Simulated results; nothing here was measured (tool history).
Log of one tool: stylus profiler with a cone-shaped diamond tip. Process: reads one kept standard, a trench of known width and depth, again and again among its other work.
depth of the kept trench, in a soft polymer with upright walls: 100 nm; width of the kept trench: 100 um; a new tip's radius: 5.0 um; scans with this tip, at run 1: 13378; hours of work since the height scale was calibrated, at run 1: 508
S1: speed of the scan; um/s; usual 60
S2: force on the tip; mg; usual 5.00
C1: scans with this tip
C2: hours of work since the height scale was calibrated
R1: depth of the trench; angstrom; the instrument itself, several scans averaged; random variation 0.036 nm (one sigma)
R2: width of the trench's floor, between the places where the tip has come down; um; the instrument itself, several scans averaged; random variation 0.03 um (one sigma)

| run | hour | S1 | S2 | C1 | C2 | R1 | R2 |
|---|---|---|---|---|---|---|---|
| 1 | 0.0 | 60 | 5.00 | 13378 | 508 | 1009.6 | 97.79 |
| 2 | 65.1 | 60 | 5.00 | 13674 | 558 | 1009.6 | 97.71 |
| 3 | 150.1 | 60 | 5.00 | 14059 | 623 | 1010.2 | 97.73 |
| 4 | 212.4 | 60 | 5.00 | 14341 | 671 | 1009.8 | 97.77 |
| 5 | 255.5 | 60 | 5.00 | 14537 | 704 | 1010.3 | 97.79 |
| 6 | 337.8 | 60 | 5.00 | 14910 | 767 | 1010.0 | 97.78 |
| 7 | 391.0 | 60 | 1.85 | 15151 | 808 | 1004.9 | 97.66 |
| 8 | 436.6 | 60 | 1.85 | 15357 | 843 | 1004.8 | 97.59 |
| 9 | 491.2 | 20 | 1.85 | 15605 | 885 | 1005.0 | 97.85 |
| 10 | 534.8 | 60 | 2.12 | 15803 | 918 | 1006.3 | 97.65 |
|  | 567.9 | new tip fitted, height scale calibrated |
| 11 | 619.0 | 60 | 2.12 | 231 | 39 | 1005.0 | 97.70 |
| 12 | 663.1 | 60 | 2.12 | 431 | 73 | 1005.7 | 97.64 |
| 13 | 748.4 | 60 | 2.12 | 818 | 138 | 1005.1 | 97.70 |
| 14 | 811.2 | 60 | 2.12 | 1103 | 186 | 1005.8 | 97.63 |
| 15 | 896.4 | 60 | 4.68 | 1488 | 252 | 1009.2 | 97.78 |
| 16 | 940.1 | 60 | 4.68 | 1687 | 285 | 1009.5 | 97.75 |
| 17 | 1023.9 | 60 | 2.15 | 2067 | 349 | 1006.0 | 97.62 |
| 18 | 1084.8 | 232 | 2.53 | 2343 | 396 | 1005.9 | 96.79 |
| 19 | 1148.1 | 191 | 1.85 | 2630 | 444 | 1005.2 | 96.78 |
| 20 | 1186.6 | 72 | 4.42 | 2804 | 474 | 1009.3 | 97.74 |
| 21 | 1265.1 | 72 | 4.42 | 3160 | 534 | 1008.8 | 97.71 |
| 22 | 1323.3 | 72 | 4.42 | 3424 | 579 | 1008.8 | 97.74 |
| 23 | 1378.2 | 206 | 3.94 | 3672 | 621 | 1008.5 | 97.12 |
| 24 | 1428.8 | 206 | 3.94 | 3902 | 659 | 1008.3 | 97.15 |
| 25 | 1463.6 | 128 | 4.57 | 4060 | 686 | 1008.9 | 97.53 |
| 26 | 1525.4 | 18 | 6.07 | 4340 | 733 | 1011.3 | 97.92 |
| 27 | 1584.5 | 21 | 3.38 | 4608 | 779 | 1007.9 | 97.93 |
| 28 | 1633.3 | 24 | 3.60 | 4829 | 816 | 1008.1 | 97.93 |
| 29 | 1676.3 | 24 | 3.60 | 5024 | 849 | 1007.9 | 97.88 |
| 30 | 1721.9 | 60 | 2.47 | 5231 | 884 | 1006.3 | 97.66 |
| 31 | 1760.9 | 105 | 14.08 | 5407 | 914 | 1020.1 | 97.78 |
| 32 | 1799.7 | 60 | 7.41 | 5583 | 943 | 1012.5 | 97.84 |
| 33 | 1874.2 | 19 | 2.22 | 5921 | 1001 | 1005.4 | 97.85 |
| 34 | 1938.4 | 20 | 12.55 | 6212 | 1050 | 1018.4 | 97.96 |

5 ways to go on from here, each from the tool as it stands after run 34. What would each give?
| A | 2022.9 | 22 | 1.91 | 6595 | 1114 | ? | ? |
| B | 2022.9 | 164 | 9.21 | 6595 | 1114 | ? | ? |
| C | 2022.9 | 168 | 4.05 | 6595 | 1114 | ? | ? |
| D | 2022.9 | 49 | 3.26 | 6595 | 1114 | ? | ? |
| E | 2022.9 | 30 | 2.88 | 6595 | 1114 | ? | ? |

| run | R1 | R2 |
|---|---|---|
| A | 1004.6 | 97.83 |
| B | 1015.3 | 97.53 |
| C | 1008.4 | 97.32 |
| D | 1007.5 | 97.82 |
| E | 1007.3 | 97.86 |
Without the tool's hidden state the same runs would have given:
| run | R1 | R2 |
|---|---|---|
| A | 1004.7 | 97.84 |
| B | 1015.3 | 97.53 |
| C | 1008.4 | 97.33 |
| D | 1007.6 | 97.83 |
| E | 1007.3 | 97.86 |
